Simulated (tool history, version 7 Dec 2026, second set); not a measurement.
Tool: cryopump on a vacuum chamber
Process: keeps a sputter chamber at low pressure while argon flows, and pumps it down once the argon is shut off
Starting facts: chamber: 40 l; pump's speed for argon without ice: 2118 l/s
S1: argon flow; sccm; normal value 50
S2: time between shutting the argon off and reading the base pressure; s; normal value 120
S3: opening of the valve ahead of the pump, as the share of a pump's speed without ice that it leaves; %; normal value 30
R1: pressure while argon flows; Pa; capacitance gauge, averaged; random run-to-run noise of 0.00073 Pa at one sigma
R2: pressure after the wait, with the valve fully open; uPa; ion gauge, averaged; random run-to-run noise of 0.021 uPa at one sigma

run    hour  S1   S2  S3      R1    R2
  1       0  50  120  30  0.1358  0.65
  2    59.6  50  120  30  0.1387  0.66
  3   101.6  50  120  30  0.1386  0.64
  4   169.1  50  120  30  0.1397  0.67
  5   238.8  50  120  30  0.1412  0.63
  6   275.9  50  120  30  0.1418  0.67
      299.8  -- pump warmed up, emptied and cooled again
  7   325.3  50  120  30  0.1343  0.62
  8   356.1  50  120  16   0.251  0.65
  9   425.5  52  120  30   0.141  0.64
 10   458.2  52  120  30  0.1422  0.65
 11   516.5  50  120  25  0.1632  0.67
 12   578.1  60  101  32  0.1566  0.71
 13   643.2  60  101  32  0.1576  0.73
 14   682.8  60   73  18  0.2746  0.81
 15   726.3  27  147  18  0.1245  0.69
      788.4  -- pump warmed up, emptied and cooled again
 16   789.7  98  147  40  0.1985  0.61
 17   822.9  52  120  30  0.1413  0.65
 18   861.8  52  120  30  0.1421  0.66
 19   910.6  52  120  30  0.1412  0.69
 20   961.3  41  226  30   0.113   0.6
 21  1006.7  42  120  27  0.1274  0.71
 22  1049.3  20  120  27  0.0614  0.74

Branching from run 22: 3 alternative next runs. What would each branch give?
  A  1109.9  20   34  59   ?   ?
  B  1109.9  69   81  36   ?   ?
  C  1109.9  23  131  34   ?   ?

run      R1    R2
  A  0.0303  1.21
  B  0.1618  0.79
  C  0.0575  0.71
With no hidden state in the tool, these same runs would have given:
run      R1    R2
  A  0.0274  0.79
  B  0.1519  0.39
  C  0.0541   0.3
